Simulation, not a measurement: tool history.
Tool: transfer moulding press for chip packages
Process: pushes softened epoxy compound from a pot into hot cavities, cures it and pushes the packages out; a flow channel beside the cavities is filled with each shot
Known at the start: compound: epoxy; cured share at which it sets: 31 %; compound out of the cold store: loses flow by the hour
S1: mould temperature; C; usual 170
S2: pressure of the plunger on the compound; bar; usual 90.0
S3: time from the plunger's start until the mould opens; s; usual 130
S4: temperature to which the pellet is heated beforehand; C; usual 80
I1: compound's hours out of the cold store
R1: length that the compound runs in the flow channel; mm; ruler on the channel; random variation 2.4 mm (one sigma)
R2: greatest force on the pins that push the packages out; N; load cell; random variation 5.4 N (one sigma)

{"run": 1, "hour": 0.0, "S1": 170, "S2": 90.0, "S3": 130, "S4": 80, "I1": 19.6, "R1": 640, "R2": 254}
{"run": 2, "hour": 8.9, "S1": 170, "S2": 90.0, "S3": 130, "S4": 80, "I1": 8.8, "R1": 662, "R2": 261}
{"hour": 17.6, "done": "cavities cleaned with cleaning compound and waxed"}
{"run": 3, "hour": 19.4, "S1": 170, "S2": 90.0, "S3": 130, "S4": 80, "I1": 13.6, "R1": 651, "R2": 277}
{"run": 4, "hour": 27.9, "S1": 170, "S2": 90.0, "S3": 130, "S4": 80, "I1": 31.6, "R1": 615, "R2": 279}
{"run": 5, "hour": 34.5, "S1": 170, "S2": 90.0, "S3": 130, "S4": 80, "I1": 34.8, "R1": 607, "R2": 279}
{"run": 6, "hour": 41.8, "S1": 170, "S2": 90.0, "S3": 130, "S4": 80, "I1": 24.1, "R1": 633, "R2": 285}
{"run": 7, "hour": 50.5, "S1": 170, "S2": 90.0, "S3": 130, "S4": 80, "I1": 18.3, "R1": 638, "R2": 311}
{"run": 8, "hour": 56.9, "S1": 168, "S2": 90.0, "S3": 130, "S4": 78, "I1": 46.8, "R1": 600, "R2": 313}
{"run": 9, "hour": 65.9, "S1": 168, "S2": 90.0, "S3": 130, "S4": 78, "I1": 33.6, "R1": 620, "R2": 317}
{"run": 10, "hour": 71.0, "S1": 168, "S2": 90.0, "S3": 119, "S4": 79, "I1": 11.4, "R1": 659, "R2": 399}
{"hour": 73.3, "done": "cavities cleaned with cleaning compound and waxed, once more"}
{"run": 11, "hour": 80.7, "S1": 168, "S2": 90.0, "S3": 119, "S4": 79, "I1": 17.3, "R1": 646, "R2": 263}
{"run": 12, "hour": 87.2, "S1": 166, "S2": 90.0, "S3": 158, "S4": 80, "I1": 9.7, "R1": 670, "R2": 204}
{"run": 13, "hour": 92.9, "S1": 166, "S2": 90.0, "S3": 158, "S4": 80, "I1": 16.2, "R1": 657, "R2": 201}

Forecast each of these 5 alternatives for the next run:
{"run": "A", "hour": 101.0, "S1": 165, "S2": 90.0, "S3": 117, "S4": 73, "I1": 13.0, "R1": "?", "R2": "?"}
{"run": "B", "hour": 101.0, "S1": 166, "S2": 94.9, "S3": 158, "S4": 80, "I1": 34.1, "R1": "?", "R2": "?"}
{"run": "C", "hour": 101.0, "S1": 170, "S2": 90.0, "S3": 130, "S4": 73, "I1": 40.4, "R1": "?", "R2": "?"}
{"run": "D", "hour": 101.0, "S1": 163, "S2": 90.0, "S3": 130, "S4": 87, "I1": 31.7, "R1": "?", "R2": "?"}
{"run": "E", "hour": 101.0, "S1": 165, "S2": 86.2, "S3": 158, "S4": 77, "I1": 31.2, "R1": "?", "R2": "?"}

run=A R1=664 R2=389
run=B R1=636 R2=217
run=C R1=600 R2=238
run=D R1=638 R2=324
run=E R1=616 R2=224
Without the tool's hidden state the same runs would have given:
run=A R1=682 R2=300
run=B R1=653 R2=170
run=C R1=617 R2=187
run=D R1=656 R2=250
run=E R1=633 R2=175

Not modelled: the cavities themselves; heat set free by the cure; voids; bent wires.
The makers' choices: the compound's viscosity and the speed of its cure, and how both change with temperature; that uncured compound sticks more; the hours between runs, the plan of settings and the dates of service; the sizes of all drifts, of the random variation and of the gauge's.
